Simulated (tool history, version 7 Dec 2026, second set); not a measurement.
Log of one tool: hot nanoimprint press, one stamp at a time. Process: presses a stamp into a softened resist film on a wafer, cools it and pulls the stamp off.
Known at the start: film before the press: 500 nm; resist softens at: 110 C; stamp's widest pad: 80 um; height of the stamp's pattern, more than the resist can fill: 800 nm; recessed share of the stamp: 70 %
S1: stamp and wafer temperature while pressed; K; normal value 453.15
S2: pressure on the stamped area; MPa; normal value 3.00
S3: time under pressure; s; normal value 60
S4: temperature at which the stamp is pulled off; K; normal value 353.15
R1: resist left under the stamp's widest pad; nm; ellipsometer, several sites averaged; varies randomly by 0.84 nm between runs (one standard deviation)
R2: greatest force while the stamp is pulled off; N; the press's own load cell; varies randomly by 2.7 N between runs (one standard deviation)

run,hour,S1,S2,S3,S4,R1,R2
1,0.0,453.15,3.00,60,353.15,193.5,161
# hour 18.4: stamp cleaned and given a new release coat
2,31.3,453.15,3.00,60,353.15,192.9,156
3,44.4,453.15,3.00,60,353.15,194.4,156
4,57.7,453.15,3.00,60,353.15,192.8,154
5,69.5,453.15,3.00,60,353.15,194.3,152
6,88.1,453.15,3.00,60,353.15,193.4,155
7,103.0,453.15,3.00,60,353.15,192.9,153
8,115.4,453.15,3.00,60,353.15,192.8,157
9,144.0,453.15,3.00,60,345.15,194.3,167
10,172.8,453.15,3.00,60,343.15,193.6,168
# hour 177.5: plate thermocouple calibrated
11,203.9,453.15,3.00,60,343.15,191.8,177
12,232.4,453.15,3.00,60,343.15,193.3,176
13,256.9,457.15,3.00,60,343.15,157.7,173
14,281.6,457.15,3.00,60,343.15,158.1,172
15,302.3,457.15,3.00,60,343.15,158.2,170
16,316.1,457.15,3.00,60,343.15,157.6,171
17,337.8,461.15,3.45,62,344.15,119.7,170
18,355.1,453.15,2.21,111,342.15,171.3,176
19,373.5,453.15,2.21,111,342.15,172.3,172
20,386.6,444.15,2.21,43,342.15,354.8,178
21,401.8,444.15,2.21,43,342.15,356.4,173
22,415.0,441.15,3.98,60,353.15,304.1,162
23,435.4,446.15,3.63,69,353.15,235.9,152
24,450.7,453.15,2.77,53,353.15,207.6,158
# hour 476.4: stamp cleaned and given a new release coat
25,479.1,453.15,1.84,53,353.15,245.9,158

Expected results for the next run?
26,507.0,463.15,4.20,40,346.15,?,?

Logged for run 26: R1 119.1 nm, R2 163 N.
Take away the tool's hidden state, keep the run-to-run variation as it was, and the same run would have given R1 121.5 nm, R2 163 N.
